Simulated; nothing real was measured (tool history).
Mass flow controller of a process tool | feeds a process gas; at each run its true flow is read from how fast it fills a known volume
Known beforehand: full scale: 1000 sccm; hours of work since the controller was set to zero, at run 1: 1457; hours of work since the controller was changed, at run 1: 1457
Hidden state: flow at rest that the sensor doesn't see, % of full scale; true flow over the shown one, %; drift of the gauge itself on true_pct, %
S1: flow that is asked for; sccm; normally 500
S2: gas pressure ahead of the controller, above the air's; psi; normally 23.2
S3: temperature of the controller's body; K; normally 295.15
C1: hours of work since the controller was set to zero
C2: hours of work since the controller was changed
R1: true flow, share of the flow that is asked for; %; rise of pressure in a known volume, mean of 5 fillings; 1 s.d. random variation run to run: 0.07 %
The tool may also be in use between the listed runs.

run	hour	S1	S2	S3	C1	C2	R1
1	0.0	500	23.2	295.15	1457	1457	99.06
2	122.4	500	23.2	295.15	1525	1525	98.87
3	213.9	150	23.2	295.15	1575	1575	96.72
4	348.8	596	23.2	295.15	1650	1650	99.15
5	477.1	500	32.1	295.15	1721	1721	98.64
6	613.2	500	32.1	295.15	1797	1797	98.50
7	679.5	500	23.2	295.15	1834	1834	98.85
8	738.0	500	23.2	295.15	1866	1866	98.89
9	867.8	500	23.2	301.15	1938	1938	99.16
10	964.0	338	23.2	301.15	1991	1991	98.41
11	1033.4	338	23.2	301.15	2030	2030	98.44
12	1097.6	338	23.2	298.15	2066	2066	98.10
13	1180.6	500	23.2	295.15	2112	2112	98.80
14	1239.9	500	23.2	295.15	2144	2144	98.79
15	1299.6	166	23.2	296.15	2178	2178	96.47
16	1362.7	219	33.9	301.15	2213	2213	97.12
17	1466.5	500	35.7	293.15	2270	2270	98.20
18	1539.9	500	35.7	293.15	2311	2311	98.09
19	1626.4	500	35.7	293.15	2359	2359	98.14
20	1696.4	313	39.0	295.15	2398	2398	97.25

Run 21 is up next; what results do you expect?
21	1797.7	500	40.5	311.15	2454	2454	?

Run 21 measured R1 98.82 %.
On a tool with no hidden condition, and with the same random variation, this run would have come out at R1 99.02 %.

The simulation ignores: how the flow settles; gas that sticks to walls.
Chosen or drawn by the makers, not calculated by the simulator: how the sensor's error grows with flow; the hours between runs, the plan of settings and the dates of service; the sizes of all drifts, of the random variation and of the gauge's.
